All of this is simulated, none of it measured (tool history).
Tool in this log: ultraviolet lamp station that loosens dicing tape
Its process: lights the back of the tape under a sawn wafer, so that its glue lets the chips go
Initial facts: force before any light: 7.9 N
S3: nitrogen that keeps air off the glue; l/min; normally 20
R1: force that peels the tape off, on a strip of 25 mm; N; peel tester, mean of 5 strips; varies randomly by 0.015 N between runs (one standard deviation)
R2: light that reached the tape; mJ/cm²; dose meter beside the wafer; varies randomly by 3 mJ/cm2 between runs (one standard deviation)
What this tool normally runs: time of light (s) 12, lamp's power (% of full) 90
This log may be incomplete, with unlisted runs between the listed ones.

{"run": 1, "hour": 0.0, "time of light (s)": 12, "lamp's power (% of full)": 90, "S3": 20, "R1": 1.039, "R2": 358}
{"run": 2, "hour": 21.7, "time of light (s)": 12, "lamp's power (% of full)": 90, "S3": 20, "R1": 1.064, "R2": 348}
{"run": 3, "hour": 58.9, "time of light (s)": 12, "lamp's power (% of full)": 90, "S3": 20, "R1": 1.157, "R2": 340}
{"run": 4, "hour": 86.4, "time of light (s)": 12, "lamp's power (% of full)": 90, "S3": 20, "R1": 1.193, "R2": 341}
{"hour": 103.8, "done": "window cleaned of glue's vapour"}
{"run": 5, "hour": 113.1, "time of light (s)": 12, "lamp's power (% of full)": 90, "S3": 20, "R1": 0.806, "R2": 416}
{"run": 6, "hour": 150.5, "time of light (s)": 12, "lamp's power (% of full)": 90, "S3": 20, "R1": 0.829, "R2": 406}
{"run": 7, "hour": 183.9, "time of light (s)": 12, "lamp's power (% of full)": 90, "S3": 20, "R1": 0.877, "R2": 398}
{"run": 8, "hour": 203.0, "time of light (s)": 12, "lamp's power (% of full)": 90, "S3": 36, "R1": 0.589, "R2": 395}
{"run": 9, "hour": 220.1, "time of light (s)": 12, "lamp's power (% of full)": 90, "S3": 20, "R1": 0.924, "R2": 392}
{"run": 10, "hour": 255.8, "time of light (s)": 23, "lamp's power (% of full)": 90, "S3": 20, "R1": 0.284, "R2": 748}
{"run": 11, "hour": 273.9, "time of light (s)": 12, "lamp's power (% of full)": 74, "S3": 20, "R1": 1.309, "R2": 314}
{"run": 12, "hour": 295.9, "time of light (s)": 12, "lamp's power (% of full)": 79, "S3": 20, "R1": 1.208, "R2": 334}
{"run": 13, "hour": 328.8, "time of light (s)": 12, "lamp's power (% of full)": 79, "S3": 20, "R1": 1.244, "R2": 338}
{"run": 14, "hour": 360.0, "time of light (s)": 12, "lamp's power (% of full)": 79, "S3": 20, "R1": 1.173, "R2": 331}
{"run": 15, "hour": 377.3, "time of light (s)": 12, "lamp's power (% of full)": 90, "S3": 20, "R1": 0.998, "R2": 368}
{"run": 16, "hour": 408.9, "time of light (s)": 12, "lamp's power (% of full)": 90, "S3": 20, "R1": 1.052, "R2": 361}
{"run": 17, "hour": 439.6, "time of light (s)": 12, "lamp's power (% of full)": 90, "S3": 20, "R1": 1.091, "R2": 356}
{"run": 18, "hour": 469.2, "time of light (s)": 12, "lamp's power (% of full)": 90, "S3": 20, "R1": 1.089, "R2": 350}
{"run": 19, "hour": 508.1, "time of light (s)": 12, "lamp's power (% of full)": 100, "S3": 20, "R1": 0.91, "R2": 386}
{"run": 20, "hour": 532.1, "time of light (s)": 12, "lamp's power (% of full)": 100, "S3": 20, "R1": 0.939, "R2": 377}
{"run": 21, "hour": 560.2, "time of light (s)": 12, "lamp's power (% of full)": 100, "S3": 20, "R1": 0.996, "R2": 373}
{"run": 22, "hour": 599.2, "time of light (s)": 12, "lamp's power (% of full)": 90, "S3": 9, "R1": 1.935, "R2": 325}
{"run": 23, "hour": 624.5, "time of light (s)": 8, "lamp's power (% of full)": 90, "S3": 9, "R1": 3.028, "R2": 216}
{"hour": 643.9, "done": "window cleaned of glue's vapour"}
{"run": 24, "hour": 647.9, "time of light (s)": 8, "lamp's power (% of full)": 90, "S3": 9, "R1": 2.536, "R2": 258}
{"run": 25, "hour": 668.4, "time of light (s)": 8, "lamp's power (% of full)": 90, "S3": 9, "R1": 2.583, "R2": 257}
{"run": 26, "hour": 703.7, "time of light (s)": 12, "lamp's power (% of full)": 75, "S3": 13, "R1": 1.706, "R2": 312}
{"run": 27, "hour": 738.0, "time of light (s)": 12, "lamp's power (% of full)": 84, "S3": 22, "R1": 1.026, "R2": 345}
{"run": 28, "hour": 754.3, "time of light (s)": 10, "lamp's power (% of full)": 84, "S3": 22, "R1": 1.401, "R2": 285}
{"run": 29, "hour": 783.1, "time of light (s)": 14, "lamp's power (% of full)": 83, "S3": 12, "R1": 1.242, "R2": 395}
{"run": 30, "hour": 812.1, "time of light (s)": 18, "lamp's power (% of full)": 88, "S3": 34, "R1": 0.384, "R2": 528}
{"run": 31, "hour": 841.8, "time of light (s)": 20, "lamp's power (% of full)": 71, "S3": 19, "R1": 0.65, "R2": 464}
{"run": 32, "hour": 873.6, "time of light (s)": 20, "lamp's power (% of full)": 71, "S3": 19, "R1": 0.692, "R2": 460}
{"run": 33, "hour": 893.9, "time of light (s)": 20, "lamp's power (% of full)": 71, "S3": 19, "R1": 0.693, "R2": 453}
{"run": 34, "hour": 932.4, "time of light (s)": 20, "lamp's power (% of full)": 71, "S3": 22, "R1": 0.643, "R2": 445}
{"run": 35, "hour": 952.2, "time of light (s)": 12, "lamp's power (% of full)": 60, "S3": 12, "R1": 2.503, "R2": 223}

Alternative continuations, all from the tool just after run 35; predict every row:
{"run": "A", "hour": 971.3, "time of light (s)": 12, "lamp's power (% of full)": 76, "S3": 12, "R1": "?", "R2": "?"}
{"run": "B", "hour": 971.3, "time of light (s)": 12, "lamp's power (% of full)": 69, "S3": 20, "R1": "?", "R2": "?"}
{"run": "C", "hour": 971.3, "time of light (s)": 18, "lamp's power (% of full)": 90, "S3": 20, "R1": "?", "R2": "?"}
{"run": "D", "hour": 971.3, "time of light (s)": 7, "lamp's power (% of full)": 95, "S3": 11, "R1": "?", "R2": "?"}
{"run": "E", "hour": 971.3, "time of light (s)": 18, "lamp's power (% of full)": 76, "S3": 20, "R1": "?", "R2": "?"}

run=A R1=2.029 R2=281
run=B R1=1.815 R2=257
run=C R1=0.56 R2=503
run=D R1=2.939 R2=202
run=E R1=0.821 R2=419
What these runs would have given with no unlogged condition in the tool:
run=A R1=1.291 R2=382
run=B R1=1.12 R2=349
run=C R1=0.322 R2=685
run=D R1=2.095 R2=277
run=E R1=0.459 R2=571
